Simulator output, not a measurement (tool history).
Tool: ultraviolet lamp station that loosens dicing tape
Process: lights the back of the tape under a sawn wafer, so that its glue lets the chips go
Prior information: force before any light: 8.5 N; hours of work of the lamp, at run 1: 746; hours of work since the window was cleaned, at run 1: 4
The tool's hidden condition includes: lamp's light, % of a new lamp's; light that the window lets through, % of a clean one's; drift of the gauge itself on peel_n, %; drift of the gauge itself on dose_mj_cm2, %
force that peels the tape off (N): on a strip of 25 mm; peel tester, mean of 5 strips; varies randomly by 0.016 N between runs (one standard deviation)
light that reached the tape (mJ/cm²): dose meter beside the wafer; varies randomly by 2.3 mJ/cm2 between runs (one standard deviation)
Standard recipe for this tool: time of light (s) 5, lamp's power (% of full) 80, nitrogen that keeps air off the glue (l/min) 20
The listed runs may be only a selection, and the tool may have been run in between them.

run	hour	time of light (s)	lamp's power (% of full)	nitrogen that keeps air off the glue (l/min)	hours of work of the lamp	hours of work since the window was cleaned	force that peels the tape off (N)	light that reached the tape (mJ/cm²)
1	0.0	5	80	20	746	4	1.196	170
2	35.5	5	80	20	768	26	1.198	167
3	87.1	5	80	20	799	57	1.223	160
4	115.5	5	80	17	816	74	1.305	163
5	158.0	5	80	9	842	100	1.788	161
6	207.0	5	80	9	871	129	1.792	154
7	257.7	5	80	9	902	160	1.853	158
8	286.7	5	80	20	920	178	1.363	155
9	345.1	5	80	20	955	213	1.430	153
10	398.1	5	80	20	987	245	1.442	148
11	431.5	5	80	34	1007	265	1.315	148
# hour 437.3: window cleaned of glue's vapour
12	471.2	5	80	6	1031	20	2.384	143
13	506.8	5	93	20	1052	42	1.256	162
14	535.0	5	93	20	1069	59	1.233	167
# hour 541.1: window cleaned of glue's vapour, once more
15	583.8	5	93	20	1099	26	1.110	173
16	637.4	6	80	20	1131	58	1.043	179
# hour 649.7: lamp changed
17	695.1	2	90	9	27	93	3.462	94
18	733.2	2	90	9	51	116	3.466	91
19	762.5	2	90	9	68	133	3.520	91
20	792.7	6	63	20	86	152	0.958	189
21	842.6	3	82	20	117	182	2.027	120
22	868.4	2	82	29	132	197	3.025	80
23	892.6	3	92	8	147	212	2.426	139
24	947.1	7	84	15	180	245	0.456	272
25	982.2	3	80	9	201	266	2.894	116
26	1034.4	3	80	9	233	298	3.030	110
27	1071.8	7	92	34	255	320	0.275	299
28	1115.5	7	92	34	282	347	0.273	292

The logged runs with the hidden state left out (each run's random variation unchanged):
run	force that peels the tape off (N)	light that reached the tape (mJ/cm²)
1	0.768	212
2	0.750	210
3	0.751	206
4	0.794	210
5	1.139	210
6	1.115	205
7	1.128	212
8	0.745	211
9	0.757	211
10	0.743	209
11	0.633	210
12	1.356	210
13	0.545	243
14	0.522	248
15	0.537	242
16	0.481	254
17	3.362	97
18	3.335	95
19	3.364	96
20	0.847	201
21	1.827	129
22	2.784	86
23	2.171	151
24	0.353	302
25	2.549	130
26	2.625	125
27	0.202	342
28	0.194	340

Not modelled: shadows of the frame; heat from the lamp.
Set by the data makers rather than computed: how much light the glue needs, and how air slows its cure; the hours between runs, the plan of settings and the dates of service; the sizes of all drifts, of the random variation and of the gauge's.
